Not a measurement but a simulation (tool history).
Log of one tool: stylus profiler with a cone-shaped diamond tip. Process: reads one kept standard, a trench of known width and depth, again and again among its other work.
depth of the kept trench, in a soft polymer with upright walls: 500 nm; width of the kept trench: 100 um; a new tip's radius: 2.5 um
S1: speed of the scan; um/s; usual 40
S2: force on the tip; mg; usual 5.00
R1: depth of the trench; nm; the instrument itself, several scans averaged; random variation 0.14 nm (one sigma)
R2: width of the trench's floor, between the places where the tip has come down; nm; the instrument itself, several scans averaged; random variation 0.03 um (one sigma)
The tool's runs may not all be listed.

run	hour	S1	S2	R1	R2
1	0.0	40	5.00	512.46	96020
2	38.0	40	8.61	518.16	95910
3	70.8	40	5.00	512.46	95850
4	115.5	40	5.00	512.34	95730
5	138.3	40	2.06	506.72	95690
6	179.1	40	2.06	506.21	95620
7	225.4	105	3.58	509.60	95370
8	273.4	116	8.30	517.30	95350
9	301.7	116	8.30	517.14	95330
10	350.0	93	6.48	514.38	95270
11	397.1	93	6.48	514.06	95190
12	441.9	40	3.54	509.15	95180

Forecast each of these 3 alternatives for the next run:
A	481.9	40	5.49	?	?
B	481.9	16	12.18	?	?
C	481.9	40	7.62	?	?

run	R1	R2
A	512.51	95170
B	522.08	95250
C	516.12	95140
Without the tool's hidden state the same runs would have given:
run	R1	R2
A	513.75	96930
B	523.34	97010
C	517.37	96900

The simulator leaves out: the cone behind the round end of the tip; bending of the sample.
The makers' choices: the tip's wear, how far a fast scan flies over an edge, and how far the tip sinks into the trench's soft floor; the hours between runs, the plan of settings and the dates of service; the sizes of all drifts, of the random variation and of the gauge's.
